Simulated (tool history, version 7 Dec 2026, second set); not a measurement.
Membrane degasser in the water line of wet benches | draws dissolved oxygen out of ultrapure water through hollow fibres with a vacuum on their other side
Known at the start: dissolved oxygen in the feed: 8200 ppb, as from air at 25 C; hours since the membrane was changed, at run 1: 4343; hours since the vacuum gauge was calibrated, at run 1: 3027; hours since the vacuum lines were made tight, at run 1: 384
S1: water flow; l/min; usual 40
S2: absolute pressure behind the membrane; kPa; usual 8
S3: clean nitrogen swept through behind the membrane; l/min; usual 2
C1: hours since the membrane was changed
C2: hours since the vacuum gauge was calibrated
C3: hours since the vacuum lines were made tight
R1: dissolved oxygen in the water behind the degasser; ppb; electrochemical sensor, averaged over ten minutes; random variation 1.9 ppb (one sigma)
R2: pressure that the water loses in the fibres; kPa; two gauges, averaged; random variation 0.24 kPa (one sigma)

| run | hour | S1 | S2 | S3 | C1 | C2 | C3 | R1 | R2 |
|---|---|---|---|---|---|---|---|---|---|
| 1 | 0 | 40 | 8 | 2 | 4343 | 3027 | 384 | 221.3 | 64.6 |
| 2 | 121.6 | 40 | 8 | 2 | 4465 | 3149 | 506 | 224.1 | 64.49 |
| 3 | 265.4 | 40 | 6.95 | 2 | 4609 | 3292 | 650 | 175.1 | 64.98 |
| 4 | 341.9 | 40 | 6.95 | 2 | 4685 | 3369 | 726 | 175.5 | 65.34 |
| 5 | 478.4 | 48 | 8 | 2 | 4822 | 3506 | 863 | 266.6 | 77.86 |
| 6 | 613 | 40 | 8 | 2 | 4956 | 3640 | 997 | 223.5 | 64.7 |
| 7 | 765.5 | 40 | 8 | 2 | 5109 | 3793 | 1150 | 228.8 | 65.39 |
| 8 | 839.3 | 40 | 8 | 2.81 | 5182 | 3866 | 1223 | 166.8 | 64.68 |
| 9 | 973.9 | 40 | 8 | 2.81 | 5317 | 4001 | 1358 | 168 | 64.95 |
| 10 | 1060.7 | 40 | 8 | 2.81 | 5404 | 4088 | 1445 | 169.4 | 64.22 |
| 11 | 1231.6 | 40 | 8 | 2 | 5575 | 4259 | 1616 | 231.3 | 65.27 |
| 12 | 1324.7 | 40 | 15.31 | 2 | 5668 | 4352 | 1709 | 527.1 | 64.71 |
| 13 | 1483.7 | 40 | 8.3 | 2 | 5827 | 4511 | 1868 | 240.2 | 65.22 |
| 14 | 1629.6 | 40 | 8.3 | 2 | 5973 | 4657 | 2014 | 241.2 | 65.28 |
| 15 | 1794.6 | 40 | 8.3 | 2 | 6138 | 4822 | 2179 | 238.1 | 65.39 |
| 16 | 1907 | 40 | 8.3 | 2 | 6250 | 4934 | 2291 | 241.6 | 65.47 |
| 17 | 2060.8 | 48 | 8 | 1.1 | 6404 | 5088 | 2445 | 436.7 | 78.21 |
| 18 | 2135 | 48 | 8 | 1.1 | 6478 | 5162 | 2519 | 442.1 | 78.01 |
| 19 | 2303.1 | 40 | 8 | 4.32 | 6646 | 5330 | 2687 | 116.6 | 65.51 |
| 20 | 2393.5 | 40 | 14.6 | 4.72 | 6737 | 5421 | 2778 | 238.5 | 65.82 |
| 21 | 2523 | 40 | 11.1 | 1.68 | 6866 | 5550 | 2907 | 421.5 | 65.84 |
| 22 | 2638.3 | 40 | 9.29 | 4.63 | 6981 | 5665 | 3022 | 137.7 | 65.82 |
| 23 | 2743.7 | 40 | 9.29 | 0.97 | 7087 | 5771 | 3128 | 508.1 | 65.34 |
| 24 | 2819 | 57 | 9.06 | 2.98 | 7162 | 5846 | 3203 | 278.6 | 93.67 |
| 25 | 2974.7 | 57 | 12.43 | 1.73 | 7318 | 6002 | 3359 | 631.3 | 93.75 |
| 26 | 3136.5 | 46 | 5.76 | 2 | 7480 | 6164 | 3521 | 156.6 | 75.82 |
| 27 | 3264.1 | 49 | 10.19 | 1.29 | 7607 | 6291 | 3648 | 553.6 | 80.48 |
| 28 | 3438 | 49 | 10.19 | 1.29 | 7781 | 6465 | 3822 | 551.5 | 80.89 |
| 29 | 3518.4 | 59 | 13.79 | 1.3 | 7862 | 6546 | 3903 | 924.5 | 97.14 |
| 30 | 3651.6 | 25 | 8 | 4.61 | 7995 | 6679 | 4036 | 71.6 | 40.96 |
| 31 | 3815.2 | 55 | 4.85 | 2 | 8158 | 6842 | 4199 | 139.1 | 90.77 |
| 32 | 3977.2 | 37 | 8 | 0.96 | 8320 | 7004 | 4361 | 394.4 | 60.84 |

4 ways to go on from here, each from the tool as it stands after run 32. What would each give?
| A | 4152.3 | 40 | 8 | 4.69 | 8495 | 7179 | 4536 | ? | ? |
| B | 4152.3 | 33 | 19.27 | 4 | 8495 | 7179 | 4536 | ? | ? |
| C | 4152.3 | 40 | 5.3 | 1.28 | 8495 | 7179 | 4536 | ? | ? |
| D | 4152.3 | 37 | 10.33 | 0.96 | 8495 | 7179 | 4536 | ? | ? |

| run | R1 | R2 |
|---|---|---|
| A | 112.1 | 65.9 |
| B | 322.4 | 54.56 |
| C | 176.6 | 66.39 |
| D | 557.3 | 61.3 |
Without the tool's hidden state the same runs would have given:
| run | R1 | R2 |
|---|---|---|
| A | 98.4 | 62.96 |
| B | 307.1 | 52.12 |
| C | 138 | 63.43 |
| D | 515.9 | 58.57 |

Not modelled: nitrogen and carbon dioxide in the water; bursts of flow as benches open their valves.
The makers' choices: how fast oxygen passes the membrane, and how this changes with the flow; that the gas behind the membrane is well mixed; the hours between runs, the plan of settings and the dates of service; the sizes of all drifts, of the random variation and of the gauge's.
